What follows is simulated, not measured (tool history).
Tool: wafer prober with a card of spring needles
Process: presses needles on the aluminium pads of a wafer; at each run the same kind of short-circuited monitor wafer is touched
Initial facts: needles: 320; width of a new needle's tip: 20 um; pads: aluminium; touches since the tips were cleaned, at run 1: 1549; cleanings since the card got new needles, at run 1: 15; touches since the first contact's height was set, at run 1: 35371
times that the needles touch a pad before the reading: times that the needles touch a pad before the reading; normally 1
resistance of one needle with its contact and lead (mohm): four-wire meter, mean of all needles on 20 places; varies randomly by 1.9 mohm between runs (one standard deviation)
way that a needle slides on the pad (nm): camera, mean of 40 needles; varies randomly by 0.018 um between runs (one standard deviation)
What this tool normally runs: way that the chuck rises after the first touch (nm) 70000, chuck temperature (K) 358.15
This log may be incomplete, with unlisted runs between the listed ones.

run	hour	way that the chuck rises after the first touch (nm)	chuck temperature (K)	times that the needles touch a pad before the reading	touches since the tips were cleaned	cleanings since the card got new needles	touches since the first contact's height was set	resistance of one needle with its contact and lead (mohm)	way that a needle slides on the pad (nm)
1	0.0	70000	358.15	1	1549	15	35371	296	14490
# hour 1.7: tips cleaned on abrasive film
2	6.4	70000	358.15	1	1354	16	37204	276	14490
# hour 9.0: tips cleaned on abrasive film
# hour 16.4: tips cleaned on abrasive film
3	16.5	70000	358.15	1	26	18	40083	208	14460
# hour 24.1: tips cleaned on abrasive film
4	28.6	70000	358.15	2	1321	19	43587	246	14440
# hour 31.0: tips cleaned on abrasive film
# hour 39.1: tips cleaned on abrasive film
5	40.6	70000	358.15	2	413	21	47013	219	14420
# hour 46.3: tips cleaned on abrasive film
6	48.7	70000	358.15	2	715	22	49363	227	14390
# hour 49.8: height of the first contact set anew
# hour 53.7: tips cleaned on abrasive film
7	56.6	70000	358.15	2	836	23	1957	235	14330
# hour 61.4: tips cleaned on abrasive film
8	65.9	70000	300.15	2	1318	24	4644	241	14310
# hour 68.8: tips cleaned on abrasive film
# hour 76.8: tips cleaned on abrasive film
9	77.7	59000	346.15	2	271	26	8025	226	11970
# hour 83.9: tips cleaned on abrasive film
10	89.1	59000	346.15	2	1533	27	11322	274	11950
# hour 90.8: tips cleaned on abrasive film
# hour 98.7: tips cleaned on abrasive film
11	100.0	88000	312.15	1	388	29	14438	209	18040
# hour 106.0: tips cleaned on abrasive film
12	106.0	85000	358.15	1	0	30	16159	203	17370
13	111.4	73000	316.15	3	1558	30	17717	222	14840
# hour 113.4: tips cleaned on abrasive film
# hour 120.8: tips cleaned on abrasive film
14	121.8	51000	339.15	1	300	32	20693	255	10210
# hour 126.0: height of the first contact set anew, once more
# hour 128.2: tips cleaned on abrasive film
15	128.8	51000	334.15	1	189	33	808	230	10680

Here are 4 independent what-if runs from the current tool condition. What would each one return?
# hour 135.3: tips cleaned on abrasive film
A	137.1	63000	358.15	2	506	34	3177	?	?
# hour 135.3: tips cleaned on abrasive film
B	137.1	51000	334.15	3	506	34	3177	?	?
# hour 135.3: tips cleaned on abrasive film
C	137.1	77000	337.15	1	506	34	3177	?	?
# hour 135.3: tips cleaned on abrasive film
D	137.1	51000	334.15	3	506	34	3177	?	?

run	resistance of one needle with its contact and lead (mohm)	way that a needle slides on the pad (nm)
A	234	13180
B	231	10660
C	232	16090
D	224	10660
What these runs would have given with no unlogged condition in the tool:
run	resistance of one needle with its contact and lead (mohm)	way that a needle slides on the pad (nm)
A	202	13210
B	201	10690
C	194	16120
D	195	10690

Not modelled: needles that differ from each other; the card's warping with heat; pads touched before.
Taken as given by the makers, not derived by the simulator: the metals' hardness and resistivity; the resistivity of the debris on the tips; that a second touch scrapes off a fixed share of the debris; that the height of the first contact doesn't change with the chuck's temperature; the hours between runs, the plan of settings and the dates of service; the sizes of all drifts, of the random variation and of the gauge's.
